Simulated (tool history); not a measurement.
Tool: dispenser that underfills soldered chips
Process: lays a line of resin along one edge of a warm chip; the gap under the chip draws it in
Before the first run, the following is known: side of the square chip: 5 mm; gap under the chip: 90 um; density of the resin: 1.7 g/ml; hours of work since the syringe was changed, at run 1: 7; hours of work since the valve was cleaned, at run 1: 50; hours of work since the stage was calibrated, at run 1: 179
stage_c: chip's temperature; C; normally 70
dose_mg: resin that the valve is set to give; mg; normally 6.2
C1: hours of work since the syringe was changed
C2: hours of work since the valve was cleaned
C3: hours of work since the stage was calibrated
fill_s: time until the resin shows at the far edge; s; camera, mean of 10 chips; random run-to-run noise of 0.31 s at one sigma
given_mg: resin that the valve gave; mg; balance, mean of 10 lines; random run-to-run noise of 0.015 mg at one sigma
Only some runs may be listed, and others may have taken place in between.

run 1 day=0 | stage_c=70 dose_mg=6.2 | C1=7 C2=50 C3=179 | fill_s=16 given_mg=6.07
-- day=0.046 new syringe of resin
run 2 day=0.246 | stage_c=70 dose_mg=6.2 | C1=3 C2=54 C3=183 | fill_s=12.5 given_mg=6.05
run 3 day=0.392 | stage_c=70 dose_mg=6.2 | C1=6 C2=56 C3=185 | fill_s=15.3 given_mg=6.03
-- day=0.479 new syringe of resin
run 4 day=0.508 | stage_c=56 dose_mg=6.2 | C1=1 C2=58 C3=187 | fill_s=20.8 given_mg=6.02
run 5 day=0.65 | stage_c=82 dose_mg=6.2 | C1=3 C2=60 C3=190 | fill_s=6.3 given_mg=6.03
-- day=0.754 dispensing valve cleaned and set on the balance
-- day=0.95 new syringe of resin
run 6 day=0.95 | stage_c=58 dose_mg=6.2 | C1=0 C2=3 C3=194 | fill_s=17.4 given_mg=6.19
run 7 day=1.083 | stage_c=58 dose_mg=6.2 | C1=2 C2=5 C3=196 | fill_s=21.3 given_mg=6.19
run 8 day=1.221 | stage_c=70 dose_mg=6.2 | C1=5 C2=8 C3=199 | fill_s=13.6 given_mg=6.13
-- day=1.379 new syringe of resin
run 9 day=1.471 | stage_c=70 dose_mg=6.2 | C1=2 C2=12 C3=203 | fill_s=10.5 given_mg=6.17
run 10 day=1.7 | stage_c=70 dose_mg=6.2 | C1=6 C2=16 C3=207 | fill_s=15 given_mg=6.16
-- day=1.825 new syringe of resin
run 11 day=1.912 | stage_c=70 dose_mg=6.2 | C1=1 C2=19 C3=210 | fill_s=9.8 given_mg=6.12
run 12 day=2.083 | stage_c=70 dose_mg=6.2 | C1=4 C2=22 C3=213 | fill_s=13 given_mg=6.12
-- day=2.262 new syringe of resin
run 13 day=2.35 | stage_c=70 dose_mg=6.2 | C1=2 C2=27 C3=217 | fill_s=10.2 given_mg=6.1
run 14 day=2.554 | stage_c=70 dose_mg=6.2 | C1=5 C2=30 C3=221 | fill_s=13.6 given_mg=6.12
-- day=2.696 new syringe of resin
run 15 day=2.708 | stage_c=70 dose_mg=5.97 | C1=0 C2=33 C3=223 | fill_s=9.4 given_mg=5.85
run 16 day=2.925 | stage_c=70 dose_mg=5.97 | C1=4 C2=36 C3=227 | fill_s=13.2 given_mg=5.86
run 17 day=3.033 | stage_c=59 dose_mg=6.2 | C1=6 C2=38 C3=229 | fill_s=27.3 given_mg=6.07
-- day=3.138 new syringe of resin
run 18 day=3.208 | stage_c=81 dose_mg=6.2 | C1=1 C2=41 C3=232 | fill_s=5.8 given_mg=6.07
run 19 day=3.446 | stage_c=61 dose_mg=7.65 | C1=5 C2=45 C3=236 | fill_s=22.2 given_mg=7.48
-- day=3.583 new syringe of resin
run 20 day=3.612 | stage_c=61 dose_mg=7.65 | C1=1 C2=48 C3=239 | fill_s=14.7 given_mg=7.46
run 21 day=3.742 | stage_c=72 dose_mg=7.43 | C1=3 C2=50 C3=241 | fill_s=9.3 given_mg=7.24
run 22 day=3.85 | stage_c=64 dose_mg=5.3 | C1=5 C2=52 C3=243 | fill_s=18.7 given_mg=5.21
-- day=4.021 new syringe of resin
run 23 day=4.079 | stage_c=67 dose_mg=7.5 | C1=1 C2=56 C3=246 | fill_s=10.9 given_mg=7.3
run 24 day=4.275 | stage_c=73 dose_mg=5.5 | C1=4 C2=59 C3=250 | fill_s=12 given_mg=5.35
-- day=4.454 dispensing valve cleaned and set on the balance
run 25 day=4.471 | stage_c=73 dose_mg=5.5 | C1=7 C2=0 C3=252 | fill_s=14.4 given_mg=5.49
-- day=4.496 new syringe of resin
run 26 day=4.692 | stage_c=73 dose_mg=5.5 | C1=3 C2=4 C3=256 | fill_s=10.3 given_mg=5.51
-- day=4.925 new syringe of resin
run 27 day=4.95 | stage_c=76 dose_mg=5.71 | C1=0 C2=8 C3=260 | fill_s=6.8 given_mg=5.71
run 28 day=5.188 | stage_c=65 dose_mg=5.68 | C1=5 C2=12 C3=264 | fill_s=17.7 given_mg=5.65
-- day=5.354 new syringe of resin
run 29 day=5.446 | stage_c=80 dose_mg=6.2 | C1=2 C2=16 C3=269 | fill_s=5.8 given_mg=6.16
run 30 day=5.667 | stage_c=80 dose_mg=6.2 | C1=5 C2=20 C3=272 | fill_s=8.3 given_mg=6.15
-- day=5.783 new syringe of resin
run 31 day=5.925 | stage_c=81 dose_mg=7.07 | C1=2 C2=25 C3=277 | fill_s=5.9 given_mg=6.98
run 32 day=6.138 | stage_c=79 dose_mg=5.39 | C1=6 C2=28 C3=280 | fill_s=9.3 given_mg=5.34

Estimate the outcome of run 33 from the log above:
-- day=6.212 new syringe of resin
run 33 day=6.338 | stage_c=75 dose_mg=6.94 | C1=2 C2=31 C3=284 | fill_s=? given_mg=?

Run 33 yielded fill_s 8.2 s, given_mg 6.86 mg.
Were there no unlogged condition in the tool, this run, its random variation unchanged, would have produced fill_s 7.2 s, given_mg 6.96 mg.
